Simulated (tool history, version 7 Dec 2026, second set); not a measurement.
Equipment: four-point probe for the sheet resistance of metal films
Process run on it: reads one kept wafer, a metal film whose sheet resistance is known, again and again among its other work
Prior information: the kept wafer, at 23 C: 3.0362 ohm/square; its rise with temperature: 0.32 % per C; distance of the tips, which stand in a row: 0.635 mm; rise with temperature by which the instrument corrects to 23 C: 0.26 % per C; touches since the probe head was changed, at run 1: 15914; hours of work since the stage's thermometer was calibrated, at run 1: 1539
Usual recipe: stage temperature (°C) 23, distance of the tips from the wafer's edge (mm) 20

run,hour,stage temperature (°C),distance of the tips from the wafer's edge (mm),touches since the probe head was changed,hours of work since the stage's thermometer was calibrated,sheet resistance as the instrument gives it (ohm/square)
1,0,23,20,15914,1539,3.04748
2,20.5,27,20,16372,1548,3.054366
3,46.6,23,20,16957,1560,3.046794
4,62.3,23,20,17308,1567,3.047067
5,81.8,23,20,17744,1576,3.046952
6,101.1,23,20,18175,1585,3.046073
7,122,23,20,18644,1595,3.048301
8,139.4,32,10,19032,1603,3.068639
9,163.5,28,21,19571,1614,3.056652
10,189,28,21,20142,1625,3.056396
11,207.1,28,21,20546,1634,3.054976
12,221.9,23,11,20877,1640,3.05225
13,239.7,19,10,21276,1648,3.044104

Forecast each of these 5 alternatives for the next run:
A,259.5,30,17,21718,1657,?
B,259.5,23,37,21718,1657,?
C,259.5,18,10,21718,1657,?
D,259.5,27,21,21718,1657,?
E,259.5,21,11,21718,1657,?

run,sheet resistance as the instrument gives it (ohm/square)
A,3.060346
B,3.045507
C,3.04292
D,3.054033
E,3.047461
The same runs, with their run-to-run variation unchanged, on a tool lacking any hidden condition would have given:
run,sheet resistance as the instrument gives it (ohm/square)
A,3.051158
B,3.036212
C,3.033521
D,3.044801
E,3.038116
